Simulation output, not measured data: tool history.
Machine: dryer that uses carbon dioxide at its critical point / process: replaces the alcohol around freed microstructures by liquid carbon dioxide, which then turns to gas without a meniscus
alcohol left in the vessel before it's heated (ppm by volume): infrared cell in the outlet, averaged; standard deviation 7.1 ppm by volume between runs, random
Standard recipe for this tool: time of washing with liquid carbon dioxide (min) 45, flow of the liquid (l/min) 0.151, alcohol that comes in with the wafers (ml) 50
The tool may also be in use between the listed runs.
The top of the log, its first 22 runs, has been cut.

run   hour  time of washing with liquid carbon dioxide (min)  flow of the liquid (l/min)  alcohol that comes in with the wafers (ml)  alcohol left in the vessel before it's heated (ppm by volume)
 23  238.3                                                34                       0.256                                          29                                                            117
 24  246.0                                                42                       0.122                                          50                                                           1364
 25  258.7                                                43                       0.110                                          41                                                           1505
 26  274.9                                                57                       0.151                                          50                                                            181
 27  283.6                                                57                       0.099                                          50                                                            997
 28  291.8                                                57                       0.099                                          50                                                           1003
 29  298.6                                                70                       0.247                                          50                                                             73
 30  309.8                                                70                       0.247                                          50                                                             62
 31  316.9                                                70                       0.247                                          50                                                             83
 32  328.9                                                38                       0.247                                          23                                                             97
 33  336.3                                                39                       0.247                                          34                                                            111
 34  343.3                                                39                       0.247                                          34                                                            103
 35  351.9                                                44                       0.151                                          46                                                            505
 36  359.6                                                58                       0.203                                          50                                                             90

What if the next run were any one of these 4? Each begins from the tool's condition after run 36:
  A  374.0                                                43                       0.203                                          76                                                              ?
  B  374.0                                                43                       0.151                                          50                                                              ?
  C  374.0                                                70                       0.203                                          95                                                              ?
  D  374.0                                                58                       0.203                                          24                                                              ?

run  alcohol left in the vessel before it's heated (ppm by volume)
  A                                                            236
  B                                                            601
  C                                                             83
  D                                                             80
Without the tool's unlogged condition, the same runs would have read:
run  alcohol left in the vessel before it's heated (ppm by volume)
  A                                                            121
  B                                                            417
  C                                                             10
  D                                                              8
